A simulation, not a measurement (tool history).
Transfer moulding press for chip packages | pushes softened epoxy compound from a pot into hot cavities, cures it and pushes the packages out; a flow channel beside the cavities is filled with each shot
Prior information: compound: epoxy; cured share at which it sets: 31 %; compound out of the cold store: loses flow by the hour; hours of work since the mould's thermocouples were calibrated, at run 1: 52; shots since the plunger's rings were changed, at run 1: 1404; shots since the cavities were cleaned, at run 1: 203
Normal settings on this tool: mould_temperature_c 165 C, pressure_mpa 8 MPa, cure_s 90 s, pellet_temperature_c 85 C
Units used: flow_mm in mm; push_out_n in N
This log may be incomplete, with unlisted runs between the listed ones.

| run | hour | mould_temperature_c | pressure_mpa | cure_s | pellet_temperature_c | hours of work since the mould's thermocouples were calibrated | shots since the plunger's rings were changed | shots since the cavities were cleaned | incoming compound's hours out of the cold store | flow_mm | push_out_n |
|---|---|---|---|---|---|---|---|---|---|---|---|
| 1 | 0 | 165 | 8 | 90 | 85 | 52 | 1404 | 203 | 13.5 | 608 | 804 |
| 2 | 7 | 165 | 8 | 93 | 85 | 57 | 1498 | 297 | 44.1 | 516 | 734 |
| 3 | 14.4 | 165 | 7.4 | 93 | 85 | 62 | 1595 | 394 | 19 | 568 | 865 |
| 4 | 19.9 | 165 | 7.4 | 93 | 85 | 66 | 1669 | 468 | 46.9 | 488 | 831 |
| 5 | 24.7 | 165 | 8 | 90 | 85 | 69 | 1733 | 532 | 28.1 | 562 | 1003 |
| 6 | 32.5 | 165 | 8 | 90 | 85 | 74 | 1837 | 636 | 14.5 | 605 | 1079 |
| 7 | 38.4 | 165 | 8.75 | 90 | 85 | 78 | 1916 | 715 | 36.5 | 561 | 1030 |
| 8 | 47.1 | 165 | 8.75 | 90 | 85 | 84 | 2032 | 831 | 43.5 | 536 | 1051 |
| 9 | 55.4 | 165 | 8.75 | 90 | 85 | 90 | 2143 | 942 | 17.3 | 621 | 1207 |
| 10 | 64.1 | 165 | 8.75 | 90 | 85 | 95 | 2259 | 1058 | 26.6 | 587 | 1176 |
|  | 69.5 | cavities cleaned with cleaning compound and waxed |
| 11 | 72 | 165 | 7.56 | 90 | 85 | 100 | 2343 | 32 | 43.3 | 503 | 1429 |
| 12 | 78.7 | 165 | 7.56 | 90 | 85 | 104 | 2433 | 122 | 31.9 | 534 | 1486 |
| 13 | 86.8 | 165 | 7.56 | 90 | 85 | 110 | 2541 | 230 | 36 | 519 | 1468 |
| 14 | 95.5 | 165 | 7.56 | 90 | 85 | 115 | 2658 | 347 | 28.9 | 537 | 1486 |
| 15 | 99.2 | 162 | 8 | 79 | 77 | 118 | 2707 | 396 | 33.4 | 549 | 2387 |
| 16 | 106.9 | 162 | 8 | 79 | 77 | 123 | 2810 | 499 | 20.3 | 590 | 2559 |
| 17 | 115.6 | 165 | 7.58 | 90 | 90 | 129 | 2926 | 615 | 11.5 | 593 | 1483 |
|  | 123.6 | cavities cleaned with cleaning compound and waxed, once more |
| 18 | 125.1 | 165 | 7.58 | 90 | 90 | 134 | 3032 | 20 | 34.9 | 520 | 600 |
| 19 | 129.3 | 165 | 7.58 | 90 | 90 | 137 | 3088 | 76 | 27.9 | 538 | 691 |
| 20 | 134.7 | 166 | 9.02 | 101 | 79 | 141 | 3160 | 148 | 37.7 | 559 | 632 |
| 21 | 142.4 | 158 | 7.63 | 103 | 84 | 146 | 3262 | 250 | 42 | 517 | 1040 |
| 22 | 146.4 | 168 | 7.74 | 103 | 78 | 149 | 3316 | 304 | 28.8 | 535 | 684 |
|  | 151.4 | plunger's sealing rings changed |
| 23 | 154.5 | 168 | 7.74 | 103 | 78 | 152 | 42 | 379 | 17.1 | 586 | 697 |
| 24 | 160.1 | 170 | 8.49 | 114 | 82 | 156 | 117 | 454 | 41.5 | 530 | 721 |
| 25 | 167.9 | 170 | 8.49 | 114 | 82 | 161 | 221 | 558 | 11.7 | 627 | 768 |
| 26 | 172.6 | 170 | 8.49 | 114 | 82 | 164 | 283 | 620 | 10.7 | 628 | 748 |
| 27 | 179.2 | 170 | 8.49 | 114 | 82 | 169 | 371 | 708 | 47 | 517 | 792 |
| 28 | 184.2 | 170 | 8.49 | 114 | 82 | 172 | 438 | 775 | 23.4 | 588 | 873 |

What if the next run were any one of these 4? Each begins from the tool's condition after run 28:
| A | 188.3 | 170 | 9.52 | 73 | 82 | 175 | 492 | 829 | 30.2 | ? | ? |
| B | 188.3 | 166 | 8 | 90 | 85 | 175 | 492 | 829 | 17.2 | ? | ? |
| C | 188.3 | 165 | 8 | 85 | 77 | 175 | 492 | 829 | 24.7 | ? | ? |
| D | 188.3 | 170 | 8.49 | 114 | 91 | 175 | 492 | 829 | 12.8 | ? | ? |

| run | flow_mm | push_out_n |
|---|---|---|
| A | 597 | 1188 |
| B | 600 | 1107 |
| C | 574 | 1271 |
| D | 620 | 851 |
Take away the tool's hidden state, keep each run's random variation, and the runs would have read:
| run | flow_mm | push_out_n |
|---|---|---|
| A | 600 | 612 |
| B | 602 | 575 |
| C | 576 | 654 |
| D | 623 | 449 |
